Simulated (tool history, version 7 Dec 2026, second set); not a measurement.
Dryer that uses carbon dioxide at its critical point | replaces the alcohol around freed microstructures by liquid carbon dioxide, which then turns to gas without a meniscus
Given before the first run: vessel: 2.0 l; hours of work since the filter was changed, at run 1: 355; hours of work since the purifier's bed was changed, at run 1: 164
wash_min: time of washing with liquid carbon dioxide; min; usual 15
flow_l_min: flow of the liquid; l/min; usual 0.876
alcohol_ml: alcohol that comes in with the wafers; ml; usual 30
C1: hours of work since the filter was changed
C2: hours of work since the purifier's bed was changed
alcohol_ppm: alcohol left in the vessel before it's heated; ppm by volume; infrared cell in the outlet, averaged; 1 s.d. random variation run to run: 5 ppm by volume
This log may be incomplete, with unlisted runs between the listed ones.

{"run": 1, "hour": 0.0, "wash_min": 15, "flow_l_min": 0.876, "alcohol_ml": 30, "C1": 355, "C2": 164, "alcohol_ppm": 101}
{"run": 2, "hour": 9.1, "wash_min": 15, "flow_l_min": 0.876, "alcohol_ml": 30, "C1": 360, "C2": 170, "alcohol_ppm": 100}
{"run": 3, "hour": 14.7, "wash_min": 15, "flow_l_min": 0.876, "alcohol_ml": 30, "C1": 364, "C2": 174, "alcohol_ppm": 111}
{"run": 4, "hour": 26.3, "wash_min": 15, "flow_l_min": 0.876, "alcohol_ml": 30, "C1": 372, "C2": 181, "alcohol_ppm": 115}
{"run": 5, "hour": 34.7, "wash_min": 17, "flow_l_min": 0.876, "alcohol_ml": 30, "C1": 377, "C2": 187, "alcohol_ppm": 70}
{"run": 6, "hour": 43.7, "wash_min": 15, "flow_l_min": 0.876, "alcohol_ml": 30, "C1": 383, "C2": 193, "alcohol_ppm": 111}
{"run": 7, "hour": 53.7, "wash_min": 15, "flow_l_min": 0.876, "alcohol_ml": 30, "C1": 389, "C2": 199, "alcohol_ppm": 119}
{"run": 8, "hour": 63.8, "wash_min": 15, "flow_l_min": 0.876, "alcohol_ml": 30, "C1": 396, "C2": 206, "alcohol_ppm": 121}
{"run": 9, "hour": 70.5, "wash_min": 15, "flow_l_min": 0.876, "alcohol_ml": 30, "C1": 400, "C2": 210, "alcohol_ppm": 134}
{"run": 10, "hour": 81.6, "wash_min": 15, "flow_l_min": 0.876, "alcohol_ml": 30, "C1": 407, "C2": 217, "alcohol_ppm": 122}
{"run": 11, "hour": 87.2, "wash_min": 15, "flow_l_min": 0.876, "alcohol_ml": 30, "C1": 411, "C2": 221, "alcohol_ppm": 128}
{"run": 12, "hour": 92.2, "wash_min": 15, "flow_l_min": 1.034, "alcohol_ml": 30, "C1": 414, "C2": 224, "alcohol_ppm": 80}
{"run": 13, "hour": 99.9, "wash_min": 15, "flow_l_min": 1.034, "alcohol_ml": 30, "C1": 419, "C2": 229, "alcohol_ppm": 83}
{"run": 14, "hour": 111.3, "wash_min": 15, "flow_l_min": 0.876, "alcohol_ml": 30, "C1": 427, "C2": 236, "alcohol_ppm": 130}
{"run": 15, "hour": 121.8, "wash_min": 15, "flow_l_min": 0.876, "alcohol_ml": 30, "C1": 433, "C2": 243, "alcohol_ppm": 128}
{"run": 16, "hour": 129.5, "wash_min": 15, "flow_l_min": 0.876, "alcohol_ml": 30, "C1": 438, "C2": 248, "alcohol_ppm": 132}
{"run": 17, "hour": 141.3, "wash_min": 15, "flow_l_min": 0.876, "alcohol_ml": 104, "C1": 446, "C2": 256, "alcohol_ppm": 345}
{"run": 18, "hour": 147.4, "wash_min": 15, "flow_l_min": 0.774, "alcohol_ml": 104, "C1": 450, "C2": 260, "alcohol_ppm": 620}
{"run": 19, "hour": 156.2, "wash_min": 15, "flow_l_min": 0.774, "alcohol_ml": 104, "C1": 456, "C2": 265, "alcohol_ppm": 628}
{"run": 20, "hour": 165.3, "wash_min": 15, "flow_l_min": 0.774, "alcohol_ml": 62, "C1": 462, "C2": 271, "alcohol_ppm": 410}
{"run": 21, "hour": 175.5, "wash_min": 11, "flow_l_min": 0.876, "alcohol_ml": 30, "C1": 468, "C2": 278, "alcohol_ppm": 418}
{"run": 22, "hour": 186.3, "wash_min": 11, "flow_l_min": 0.876, "alcohol_ml": 30, "C1": 475, "C2": 285, "alcohol_ppm": 419}
{"run": 23, "hour": 195.7, "wash_min": 15, "flow_l_min": 0.876, "alcohol_ml": 30, "C1": 481, "C2": 291, "alcohol_ppm": 147}
{"run": 24, "hour": 206.1, "wash_min": 15, "flow_l_min": 0.876, "alcohol_ml": 30, "C1": 488, "C2": 298, "alcohol_ppm": 153}
{"run": 25, "hour": 214.1, "wash_min": 20, "flow_l_min": 0.698, "alcohol_ml": 63, "C1": 493, "C2": 303, "alcohol_ppm": 201}
{"run": 26, "hour": 219.7, "wash_min": 12, "flow_l_min": 0.876, "alcohol_ml": 30, "C1": 497, "C2": 307, "alcohol_ppm": 335}
{"run": 27, "hour": 225.7, "wash_min": 12, "flow_l_min": 0.876, "alcohol_ml": 30, "C1": 501, "C2": 310, "alcohol_ppm": 337}
{"hour": 232.4, "done": "inlet filter changed"}
{"run": 28, "hour": 232.4, "wash_min": 15, "flow_l_min": 1.37, "alcohol_ml": 30, "C1": 0, "C2": 314, "alcohol_ppm": 62}
{"run": 29, "hour": 239.3, "wash_min": 18, "flow_l_min": 0.672, "alcohol_ml": 26, "C1": 4, "C2": 319, "alcohol_ppm": 111}
{"run": 30, "hour": 247.0, "wash_min": 18, "flow_l_min": 0.672, "alcohol_ml": 26, "C1": 9, "C2": 324, "alcohol_ppm": 113}
{"run": 31, "hour": 255.1, "wash_min": 15, "flow_l_min": 1.043, "alcohol_ml": 30, "C1": 15, "C2": 329, "alcohol_ppm": 63}
{"run": 32, "hour": 261.4, "wash_min": 17, "flow_l_min": 0.876, "alcohol_ml": 119, "C1": 19, "C2": 333, "alcohol_ppm": 131}
{"run": 33, "hour": 266.3, "wash_min": 15, "flow_l_min": 0.8, "alcohol_ml": 21, "C1": 22, "C2": 336, "alcohol_ppm": 102}
{"run": 34, "hour": 277.6, "wash_min": 16, "flow_l_min": 0.8, "alcohol_ml": 21, "C1": 29, "C2": 343, "alcohol_ppm": 92}
{"run": 35, "hour": 282.8, "wash_min": 22, "flow_l_min": 1.041, "alcohol_ml": 112, "C1": 33, "C2": 347, "alcohol_ppm": 61}
{"run": 36, "hour": 294.6, "wash_min": 13, "flow_l_min": 0.815, "alcohol_ml": 26, "C1": 40, "C2": 354, "alcohol_ppm": 168}
{"run": 37, "hour": 304.6, "wash_min": 15, "flow_l_min": 0.785, "alcohol_ml": 24, "C1": 47, "C2": 361, "alcohol_ppm": 121}
{"run": 38, "hour": 312.8, "wash_min": 15, "flow_l_min": 0.785, "alcohol_ml": 24, "C1": 52, "C2": 366, "alcohol_ppm": 121}
{"run": 39, "hour": 323.0, "wash_min": 13, "flow_l_min": 1.449, "alcohol_ml": 58, "C1": 59, "C2": 373, "alcohol_ppm": 67}
{"run": 40, "hour": 330.7, "wash_min": 16, "flow_l_min": 1.449, "alcohol_ml": 78, "C1": 64, "C2": 378, "alcohol_ppm": 63}
{"run": 41, "hour": 342.9, "wash_min": 11, "flow_l_min": 1.449, "alcohol_ml": 84, "C1": 72, "C2": 386, "alcohol_ppm": 96}
{"run": 42, "hour": 349.2, "wash_min": 11, "flow_l_min": 1.449, "alcohol_ml": 71, "C1": 76, "C2": 390, "alcohol_ppm": 94}
{"run": 43, "hour": 357.3, "wash_min": 15, "flow_l_min": 1.322, "alcohol_ml": 69, "C1": 81, "C2": 395, "alcohol_ppm": 70}
{"run": 44, "hour": 364.9, "wash_min": 15, "flow_l_min": 0.931, "alcohol_ml": 71, "C1": 86, "C2": 400, "alcohol_ppm": 127}
{"run": 45, "hour": 371.4, "wash_min": 15, "flow_l_min": 0.931, "alcohol_ml": 71, "C1": 90, "C2": 404, "alcohol_ppm": 142}
{"run": 46, "hour": 378.9, "wash_min": 15, "flow_l_min": 0.931, "alcohol_ml": 71, "C1": 95, "C2": 409, "alcohol_ppm": 144}
{"run": 47, "hour": 386.5, "wash_min": 22, "flow_l_min": 1.277, "alcohol_ml": 71, "C1": 100, "C2": 414, "alcohol_ppm": 76}

Each row is a separate what-if for the run after 47, all from the same tool condition, not one after another. Results?
{"run": "A", "hour": 397.4, "wash_min": 16, "flow_l_min": 1.277, "alcohol_ml": 44, "C1": 107, "C2": 421, "alcohol_ppm": "?"}
{"run": "B", "hour": 397.4, "wash_min": 15, "flow_l_min": 0.916, "alcohol_ml": 29, "C1": 107, "C2": 421, "alcohol_ppm": "?"}
{"run": "C", "hour": 397.4, "wash_min": 15, "flow_l_min": 1.277, "alcohol_ml": 34, "C1": 107, "C2": 421, "alcohol_ppm": "?"}
{"run": "D", "hour": 397.4, "wash_min": 15, "flow_l_min": 0.604, "alcohol_ml": 91, "C1": 107, "C2": 421, "alcohol_ppm": "?"}

run=A alcohol_ppm=77
run=B alcohol_ppm=107
run=C alcohol_ppm=80
run=D alcohol_ppm=925
Take away the tool's hidden state, keep each run's random variation, and the runs would have read:
run=A alcohol_ppm=9
run=B alcohol_ppm=32
run=C alcohol_ppm=14
run=D alcohol_ppm=727

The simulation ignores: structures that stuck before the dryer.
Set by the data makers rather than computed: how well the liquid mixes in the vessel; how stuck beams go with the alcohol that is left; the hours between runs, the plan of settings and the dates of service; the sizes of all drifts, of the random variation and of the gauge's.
